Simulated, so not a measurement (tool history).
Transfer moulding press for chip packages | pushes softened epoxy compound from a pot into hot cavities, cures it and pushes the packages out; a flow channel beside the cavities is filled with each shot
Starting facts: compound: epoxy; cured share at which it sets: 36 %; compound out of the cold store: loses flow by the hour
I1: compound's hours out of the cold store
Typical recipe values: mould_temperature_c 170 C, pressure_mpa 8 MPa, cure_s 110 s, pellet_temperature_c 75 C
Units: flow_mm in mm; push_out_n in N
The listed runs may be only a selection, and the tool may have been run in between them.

run 1 hour=0 | mould_temperature_c=170 pressure_mpa=8 cure_s=110 pellet_temperature_c=75 | I1=34.9 | flow_mm=446 push_out_n=288
run 2 hour=14.5 | mould_temperature_c=170 pressure_mpa=8 cure_s=110 pellet_temperature_c=75 | I1=28.5 | flow_mm=454 push_out_n=335
run 3 hour=30.5 | mould_temperature_c=170 pressure_mpa=8 cure_s=110 pellet_temperature_c=75 | I1=41.2 | flow_mm=430 push_out_n=363
-- hour=42.9 cavities cleaned with cleaning compound and waxed
run 4 hour=47.5 | mould_temperature_c=170 pressure_mpa=8 cure_s=110 pellet_temperature_c=75 | I1=22.3 | flow_mm=471 push_out_n=428
run 5 hour=59.7 | mould_temperature_c=170 pressure_mpa=8 cure_s=110 pellet_temperature_c=75 | I1=43.5 | flow_mm=415 push_out_n=421
run 6 hour=75 | mould_temperature_c=170 pressure_mpa=8 cure_s=110 pellet_temperature_c=75 | I1=40.9 | flow_mm=432 push_out_n=448
-- hour=85.2 cavities cleaned with cleaning compound and waxed
run 7 hour=87.5 | mould_temperature_c=170 pressure_mpa=8 cure_s=110 pellet_temperature_c=75 | I1=28.7 | flow_mm=456 push_out_n=298
run 8 hour=95.9 | mould_temperature_c=164 pressure_mpa=8 cure_s=110 pellet_temperature_c=75 | I1=13.8 | flow_mm=490 push_out_n=432
-- hour=103 cavities cleaned with cleaning compound and waxed, once more
run 9 hour=104.8 | mould_temperature_c=164 pressure_mpa=8 cure_s=110 pellet_temperature_c=75 | I1=13 | flow_mm=490 push_out_n=395
run 10 hour=119.5 | mould_temperature_c=164 pressure_mpa=8 cure_s=110 pellet_temperature_c=75 | I1=40.6 | flow_mm=431 push_out_n=418
-- hour=122.8 plunger's sealing rings changed
run 11 hour=135.5 | mould_temperature_c=173 pressure_mpa=8 cure_s=110 pellet_temperature_c=75 | I1=33.7 | flow_mm=496 push_out_n=355
-- hour=148.5 cavities cleaned with cleaning compound and waxed
run 12 hour=148.6 | mould_temperature_c=170 pressure_mpa=7.04 cure_s=102 pellet_temperature_c=75 | I1=28.4 | flow_mm=461 push_out_n=312
run 13 hour=163.4 | mould_temperature_c=170 pressure_mpa=7.77 cure_s=92 pellet_temperature_c=76 | I1=22.7 | flow_mm=503 push_out_n=436
run 14 hour=180.2 | mould_temperature_c=170 pressure_mpa=7.77 cure_s=92 pellet_temperature_c=65 | I1=9.5 | flow_mm=535 push_out_n=478
run 15 hour=188.6 | mould_temperature_c=175 pressure_mpa=7.16 cure_s=94 pellet_temperature_c=80 | I1=30.7 | flow_mm=461 push_out_n=381
-- hour=191.7 cavities cleaned with cleaning compound and waxed
run 16 hour=200 | mould_temperature_c=175 pressure_mpa=7.16 cure_s=94 pellet_temperature_c=80 | I1=26.6 | flow_mm=458 push_out_n=321
-- hour=210.1 mould's thermocouples calibrated
run 17 hour=218.4 | mould_temperature_c=170 pressure_mpa=9.28 cure_s=110 pellet_temperature_c=75 | I1=27.2 | flow_mm=532 push_out_n=345
run 18 hour=229.6 | mould_temperature_c=170 pressure_mpa=9.26 cure_s=110 pellet_temperature_c=75 | I1=32.6 | flow_mm=526 push_out_n=368
-- hour=236.3 cavities cleaned with cleaning compound and waxed
run 19 hour=245.6 | mould_temperature_c=178 pressure_mpa=9.26 cure_s=110 pellet_temperature_c=85 | I1=41.9 | flow_mm=487 push_out_n=282

Alternative continuations, all from the tool just after run 19; predict every row:
run A hour=262.4 | mould_temperature_c=173 pressure_mpa=8 cure_s=110 pellet_temperature_c=85 | I1=29.2 | flow_mm=? push_out_n=?
run B hour=262.4 | mould_temperature_c=170 pressure_mpa=6.21 cure_s=108 pellet_temperature_c=69 | I1=26.9 | flow_mm=? push_out_n=?
run C hour=262.4 | mould_temperature_c=170 pressure_mpa=8.18 cure_s=110 pellet_temperature_c=75 | I1=43.2 | flow_mm=? push_out_n=?

run=A flow_mm=482 push_out_n=341
run=B flow_mm=435 push_out_n=366
run=C flow_mm=469 push_out_n=363
Had the tool no hidden state, the same runs would have come out as:
run=A flow_mm=496 push_out_n=278
run=B flow_mm=448 push_out_n=300
run=C flow_mm=483 push_out_n=296

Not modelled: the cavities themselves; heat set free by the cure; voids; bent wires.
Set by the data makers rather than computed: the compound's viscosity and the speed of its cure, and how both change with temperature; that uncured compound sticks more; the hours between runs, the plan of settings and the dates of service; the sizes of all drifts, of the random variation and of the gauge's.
